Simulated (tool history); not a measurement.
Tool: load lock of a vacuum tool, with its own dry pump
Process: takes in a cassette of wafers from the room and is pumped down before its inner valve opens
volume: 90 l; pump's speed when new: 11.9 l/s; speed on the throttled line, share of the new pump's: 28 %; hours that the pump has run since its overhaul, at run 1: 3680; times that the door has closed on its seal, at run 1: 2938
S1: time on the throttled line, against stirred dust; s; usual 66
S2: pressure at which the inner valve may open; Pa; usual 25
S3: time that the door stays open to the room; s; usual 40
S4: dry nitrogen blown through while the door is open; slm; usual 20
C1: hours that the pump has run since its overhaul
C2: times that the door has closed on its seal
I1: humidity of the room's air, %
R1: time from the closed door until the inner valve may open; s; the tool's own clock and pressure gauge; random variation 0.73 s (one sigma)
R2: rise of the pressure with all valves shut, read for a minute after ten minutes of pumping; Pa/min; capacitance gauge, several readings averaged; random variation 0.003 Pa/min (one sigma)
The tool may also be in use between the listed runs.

run,hour,S1,S2,S3,S4,C1,C2,I1,R1,R2
1,0,66,25,40,20,3680,2938,47.1,114.4,0.027
2,112.5,66,25,40,20,3793,3081,43.5,115.2,0.03
3,182.4,66,25,40,20,3863,3170,46.8,115,0.036
4,334.4,66,25,131,20,4015,3363,42.9,113.9,0.044
5,421.3,66,25,131,20,4102,3473,46.3,114.6,0.043
6,505,66,25,131,24,4185,3579,48.9,116.2,0.047
7,642,66,25,131,24,4322,3753,41.8,115.2,0.036
8,792.6,66,24,40,20,4473,3944,48,115,0.029
9,877.6,49,46,40,22,4558,4052,47.7,98.4,0.03
10,1012.2,49,46,40,22,4693,4223,44.9,97.4,0.027
11,1090.7,68,49,40,20,4771,4323,45.8,111.9,0.038
12,1193.4,66,22,40,10,4874,4453,43.7,116,0.039
13,1276.6,66,22,40,10,4957,4558,46.2,117.7,0.039
14,1415.8,66,25,40,5,5096,4735,43.9,116.5,0.046

Forecast each of these 4 alternatives for the next run:
A,1481.3,52,46,40,17,5162,4818,44.7,?,?
B,1481.3,40,21,40,12,5162,4818,47.8,?,?
C,1481.3,73,25,25,6,5162,4818,46.3,?,?
D,1481.3,73,38,40,43,5162,4818,45.3,?,?

run,R1,R2
A,100.8,0.033
B,100,0.043
C,120.2,0.04
D,117.5,0.026
Without the tool's hidden state the same runs would have given:
run,R1,R2
A,95.5,0.018
B,93.6,0.028
C,115.1,0.024
D,112.7,0.01
